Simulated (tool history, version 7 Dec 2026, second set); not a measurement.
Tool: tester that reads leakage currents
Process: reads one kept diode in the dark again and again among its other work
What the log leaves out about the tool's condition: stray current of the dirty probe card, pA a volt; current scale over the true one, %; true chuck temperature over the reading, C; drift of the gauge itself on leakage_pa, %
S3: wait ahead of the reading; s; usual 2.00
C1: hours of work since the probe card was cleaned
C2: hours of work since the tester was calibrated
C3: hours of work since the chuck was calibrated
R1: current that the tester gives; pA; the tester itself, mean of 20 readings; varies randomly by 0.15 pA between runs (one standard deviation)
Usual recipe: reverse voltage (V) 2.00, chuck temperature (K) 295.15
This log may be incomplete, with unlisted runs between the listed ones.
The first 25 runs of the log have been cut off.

run 26 hour=1187.3 | reverse_voltage_(V)=2.00 chuck_temperature_(K)=298.15 S3=3.17 | C1=2039 C2=1544 C3=488 | R1=60.20
run 27 hour=1246.6 | reverse_voltage_(V)=5.37 chuck_temperature_(K)=295.15 S3=7.09 | C1=2079 C2=1585 C3=528 | R1=73.21
run 28 hour=1292.1 | reverse_voltage_(V)=5.37 chuck_temperature_(K)=295.15 S3=7.09 | C1=2110 C2=1615 C3=559 | R1=72.99
run 29 hour=1325.2 | reverse_voltage_(V)=2.56 chuck_temperature_(K)=295.15 S3=2.00 | C1=2132 C2=1638 C3=582 | R1=53.74
run 30 hour=1356.9 | reverse_voltage_(V)=2.00 chuck_temperature_(K)=315.15 S3=2.00 | C1=2154 C2=1659 C3=603 | R1=194.14
run 31 hour=1391.8 | reverse_voltage_(V)=2.00 chuck_temperature_(K)=315.15 S3=2.00 | C1=2177 C2=1683 C3=627 | R1=194.27
run 32 hour=1456.6 | reverse_voltage_(V)=2.62 chuck_temperature_(K)=315.15 S3=2.00 | C1=2221 C2=1727 C3=671 | R1=214.21
run 33 hour=1495.7 | reverse_voltage_(V)=2.62 chuck_temperature_(K)=293.15 S3=0.91 | C1=2248 C2=1753 C3=697 | R1=47.02
run 34 hour=1547.8 | reverse_voltage_(V)=2.62 chuck_temperature_(K)=293.15 S3=0.91 | C1=2283 C2=1789 C3=733 | R1=47.34
run 35 hour=1611.5 | reverse_voltage_(V)=2.60 chuck_temperature_(K)=295.15 S3=0.31 | C1=2326 C2=1832 C3=776 | R1=55.16
-- hour=1631.8 probe card cleaned and baked
run 36 hour=1663.0 | reverse_voltage_(V)=3.75 chuck_temperature_(K)=293.15 S3=0.67 | C1=21 C2=1865 C3=809 | R1=48.75
run 37 hour=1703.6 | reverse_voltage_(V)=3.75 chuck_temperature_(K)=293.15 S3=0.67 | C1=49 C2=1892 C3=836 | R1=48.94
run 38 hour=1743.3 | reverse_voltage_(V)=2.01 chuck_temperature_(K)=330.15 S3=0.57 | C1=76 C2=1919 C3=863 | R1=498.21
run 39 hour=1798.9 | reverse_voltage_(V)=2.01 chuck_temperature_(K)=330.15 S3=0.57 | C1=113 C2=1957 C3=901 | R1=498.55
run 40 hour=1854.7 | reverse_voltage_(V)=2.01 chuck_temperature_(K)=330.15 S3=0.57 | C1=151 C2=1995 C3=939 | R1=492.97

Alternative continuations, all from the tool just after run 40; predict every row:
run A hour=1886.2 | reverse_voltage_(V)=2.64 chuck_temperature_(K)=306.15 S3=2.78 | C1=172 C2=2016 C3=960 | R1=?
run B hour=1886.2 | reverse_voltage_(V)=2.23 chuck_temperature_(K)=296.15 S3=0.73 | C1=172 C2=2016 C3=960 | R1=?
run C hour=1886.2 | reverse_voltage_(V)=13.98 chuck_temperature_(K)=324.15 S3=2.00 | C1=172 C2=2016 C3=960 | R1=?
run D hour=1886.2 | reverse_voltage_(V)=4.53 chuck_temperature_(K)=294.15 S3=2.56 | C1=172 C2=2016 C3=960 | R1=?

run=A R1=110.02
run=B R1=49.76
run=C R1=683.38
run=D R1=54.87
With the hidden condition removed and each run's random variation left untouched, the same runs would have given:
run=A R1=119.38
run=B R1=54.08
run=C R1=735.81
run=D R1=59.46
